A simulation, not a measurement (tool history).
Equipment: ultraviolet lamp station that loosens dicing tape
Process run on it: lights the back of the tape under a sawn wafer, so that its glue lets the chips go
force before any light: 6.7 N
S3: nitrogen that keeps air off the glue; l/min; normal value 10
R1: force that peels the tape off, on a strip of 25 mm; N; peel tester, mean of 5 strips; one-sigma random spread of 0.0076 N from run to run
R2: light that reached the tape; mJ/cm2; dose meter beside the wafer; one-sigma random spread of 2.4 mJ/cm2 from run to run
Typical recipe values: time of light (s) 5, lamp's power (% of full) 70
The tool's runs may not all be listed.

Run 1, day 0: usual settings. Result: R1 0.277 N, R2 275 mJ/cm2.
Run 2, day 0.329: usual settings. Result: R1 0.291 N, R2 272 mJ/cm2.
Run 3, day 0.642: usual settings. Result: R1 0.284 N, R2 274 mJ/cm2.
Run 4, day 1.029: usual settings. Result: R1 0.288 N, R2 272 mJ/cm2.
Run 5, day 1.529: usual settings. Result: R1 0.279 N, R2 276 mJ/cm2.
Run 6, day 2.121: usual settings. Result: R1 0.292 N, R2 272 mJ/cm2.
Run 7, day 2.779: usual settings. Result: R1 0.273 N, R2 274 mJ/cm2.
Run 8, day 3.458: usual settings but lamp's power (% of full) 99. Result: R1 0.126 N, R2 389 mJ/cm2.
Run 9, day 3.771: usual settings but lamp's power (% of full) 72. Result: R1 0.273 N, R2 284 mJ/cm2.
Run 10, day 4.062: usual settings. Result: R1 0.287 N, R2 274 mJ/cm2.
Run 11, day 4.638: usual settings. Result: R1 0.291 N, R2 276 mJ/cm2.
Run 12, day 5.133: usual settings but time of light (s) 8, lamp's power (% of full) 87, S3 4 l/min. Result: R1 0.115 N, R2 546 mJ/cm2.
Run 13, day 5.442: usual settings but time of light (s) 6, lamp's power (% of full) 62, S3 4 l/min. Result: R1 0.498 N, R2 283 mJ/cm2.
Run 14, day 5.738: usual settings but time of light (s) 3, lamp's power (% of full) 99, S3 8 l/min. Result: R1 0.533 N, R2 232 mJ/cm2.
Run 15, day 6.254: usual settings but time of light (s) 3, lamp's power (% of full) 99, S3 9 l/min. Result: R1 0.468 N, R2 231 mJ/cm2.
Run 16, day 6.829: usual settings but time of light (s) 3, lamp's power (% of full) 99, S3 9 l/min. Result: R1 0.484 N, R2 234 mJ/cm2.
Run 17, day 7.488: usual settings but lamp's power (% of full) 69. Result: R1 0.302 N, R2 271 mJ/cm2.
Run 18, day 7.983: usual settings but time of light (s) 9, lamp's power (% of full) 84, S3 19 l/min. Result: R1 0.069 N, R2 592 mJ/cm2.
Run 19, day 8.292: usual settings but lamp's power (% of full) 82. Result: R1 0.203 N, R2 320 mJ/cm2.
Run 20, day 8.758: usual settings but lamp's power (% of full) 82. Result: R1 0.198 N, R2 316 mJ/cm2.
Run 21, day 9.075: usual settings but lamp's power (% of full) 75. Result: R1 0.241 N, R2 294 mJ/cm2.
Run 22, day 9.571: usual settings but lamp's power (% of full) 75. Result: R1 0.248 N, R2 289 mJ/cm2.

5 ways to go on from here, each from the tool as it stands after run 22. What would each give?
Run A, day 9.854: usual settings but time of light (s) 4, lamp's power (% of full) 75. Result: R1 ?, R2 ?.
Run B, day 9.854: usual settings but lamp's power (% of full) 68, S3 4 l/min. Result: R1 ?, R2 ?.
Run C, day 9.854: usual settings but time of light (s) 3. Result: R1 ?, R2 ?.
Run D, day 9.854: usual settings but time of light (s) 4, lamp's power (% of full) 68, S3 7 l/min. Result: R1 ?, R2 ?.
Run E, day 9.854: usual settings but time of light (s) 3, lamp's power (% of full) 91. Result: R1 ?, R2 ?.

run     R1   R2
  A  0.407  234
  B  0.581  271
  C  0.922  166
  D  0.684  211
  E  0.508  218
What these runs would have given with no unlogged condition in the tool:
run     R1   R2
  A  0.406  234
  B   0.58  271
  C   0.92  166
  D  0.682  211
  E  0.506  219
